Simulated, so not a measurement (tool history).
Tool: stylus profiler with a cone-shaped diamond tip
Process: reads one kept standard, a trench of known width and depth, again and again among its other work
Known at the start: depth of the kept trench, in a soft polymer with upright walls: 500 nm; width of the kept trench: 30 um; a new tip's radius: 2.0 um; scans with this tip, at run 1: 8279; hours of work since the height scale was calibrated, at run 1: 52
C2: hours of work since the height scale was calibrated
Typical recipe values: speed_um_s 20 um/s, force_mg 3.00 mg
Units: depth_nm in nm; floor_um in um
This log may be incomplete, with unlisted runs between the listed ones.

{"run": 1, "hour": 0.0, "speed_um_s": 20, "force_mg": 3.0, "scans with this tip": 8279, "C2": 52, "depth_nm": 504.89, "floor_um": 27.28}
{"run": 2, "hour": 65.8, "speed_um_s": 20, "force_mg": 3.0, "scans with this tip": 8493, "C2": 100, "depth_nm": 504.78, "floor_um": 27.19}
{"run": 3, "hour": 106.3, "speed_um_s": 20, "force_mg": 3.0, "scans with this tip": 8625, "C2": 130, "depth_nm": 504.8, "floor_um": 27.22}
{"run": 4, "hour": 154.5, "speed_um_s": 20, "force_mg": 6.24, "scans with this tip": 8781, "C2": 165, "depth_nm": 508.06, "floor_um": 27.28}
{"run": 5, "hour": 219.7, "speed_um_s": 20, "force_mg": 6.24, "scans with this tip": 8994, "C2": 213, "depth_nm": 507.94, "floor_um": 27.3}
{"run": 6, "hour": 267.7, "speed_um_s": 20, "force_mg": 6.24, "scans with this tip": 9150, "C2": 248, "depth_nm": 508.09, "floor_um": 27.24}
{"run": 7, "hour": 326.8, "speed_um_s": 20, "force_mg": 6.24, "scans with this tip": 9342, "C2": 292, "depth_nm": 507.77, "floor_um": 27.28}
{"run": 8, "hour": 371.3, "speed_um_s": 20, "force_mg": 6.24, "scans with this tip": 9487, "C2": 324, "depth_nm": 508.26, "floor_um": 27.24}
{"hour": 441.1, "done": "new tip fitted, height scale calibrated"}
{"run": 9, "hour": 451.2, "speed_um_s": 20, "force_mg": 6.24, "scans with this tip": 33, "C2": 7, "depth_nm": 508.05, "floor_um": 27.27}
{"run": 10, "hour": 525.8, "speed_um_s": 20, "force_mg": 6.24, "scans with this tip": 276, "C2": 62, "depth_nm": 507.9, "floor_um": 27.31}
{"run": 11, "hour": 576.7, "speed_um_s": 20, "force_mg": 6.24, "scans with this tip": 442, "C2": 100, "depth_nm": 507.79, "floor_um": 27.29}
{"run": 12, "hour": 636.8, "speed_um_s": 20, "force_mg": 6.24, "scans with this tip": 637, "C2": 144, "depth_nm": 508.09, "floor_um": 27.32}
{"run": 13, "hour": 703.9, "speed_um_s": 20, "force_mg": 6.24, "scans with this tip": 856, "C2": 193, "depth_nm": 508.03, "floor_um": 27.3}
{"run": 14, "hour": 762.6, "speed_um_s": 20, "force_mg": 6.24, "scans with this tip": 1047, "C2": 236, "depth_nm": 508.06, "floor_um": 27.34}
{"run": 15, "hour": 827.3, "speed_um_s": 20, "force_mg": 6.24, "scans with this tip": 1257, "C2": 284, "depth_nm": 507.78, "floor_um": 27.29}
{"run": 16, "hour": 879.0, "speed_um_s": 7, "force_mg": 3.0, "scans with this tip": 1425, "C2": 322, "depth_nm": 504.8, "floor_um": 27.25}
{"run": 17, "hour": 910.3, "speed_um_s": 7, "force_mg": 3.0, "scans with this tip": 1527, "C2": 345, "depth_nm": 504.92, "floor_um": 27.3}
{"run": 18, "hour": 966.2, "speed_um_s": 39, "force_mg": 1.37, "scans with this tip": 1709, "C2": 386, "depth_nm": 502.85, "floor_um": 27.1}
{"run": 19, "hour": 1008.1, "speed_um_s": 10, "force_mg": 1.4, "scans with this tip": 1845, "C2": 416, "depth_nm": 502.69, "floor_um": 27.27}
{"run": 20, "hour": 1062.6, "speed_um_s": 10, "force_mg": 2.61, "scans with this tip": 2023, "C2": 456, "depth_nm": 504.47, "floor_um": 27.26}
{"run": 21, "hour": 1110.3, "speed_um_s": 21, "force_mg": 3.0, "scans with this tip": 2178, "C2": 492, "depth_nm": 504.79, "floor_um": 27.25}
{"run": 22, "hour": 1178.7, "speed_um_s": 21, "force_mg": 3.0, "scans with this tip": 2400, "C2": 542, "depth_nm": 505.08, "floor_um": 27.24}
{"run": 23, "hour": 1215.3, "speed_um_s": 21, "force_mg": 4.39, "scans with this tip": 2520, "C2": 569, "depth_nm": 506.25, "floor_um": 27.33}
{"run": 24, "hour": 1264.2, "speed_um_s": 21, "force_mg": 4.39, "scans with this tip": 2679, "C2": 605, "depth_nm": 506.18, "floor_um": 27.26}
{"run": 25, "hour": 1301.1, "speed_um_s": 9, "force_mg": 3.19, "scans with this tip": 2799, "C2": 632, "depth_nm": 505.27, "floor_um": 27.34}
{"run": 26, "hour": 1369.1, "speed_um_s": 9, "force_mg": 3.19, "scans with this tip": 3020, "C2": 682, "depth_nm": 504.99, "floor_um": 27.29}
{"run": 27, "hour": 1425.7, "speed_um_s": 75, "force_mg": 1.07, "scans with this tip": 3204, "C2": 723, "depth_nm": 502.48, "floor_um": 26.74}
{"run": 28, "hour": 1459.1, "speed_um_s": 75, "force_mg": 1.07, "scans with this tip": 3313, "C2": 748, "depth_nm": 502.49, "floor_um": 26.73}
{"run": 29, "hour": 1500.4, "speed_um_s": 9, "force_mg": 1.93, "scans with this tip": 3447, "C2": 778, "depth_nm": 503.32, "floor_um": 27.29}

Run 30 is up next; what results do you expect?
{"run": 30, "hour": 1569.9, "speed_um_s": 9, "force_mg": 8.44, "scans with this tip": 3673, "C2": 829, "depth_nm": "?", "floor_um": "?"}

depth_nm: 509.50 nm
floor_um: 27.30 um
If the tool had no hidden condition, the same run with the same run-to-run variation would have returned depth_nm 509.51 nm, floor_um 27.31 um.
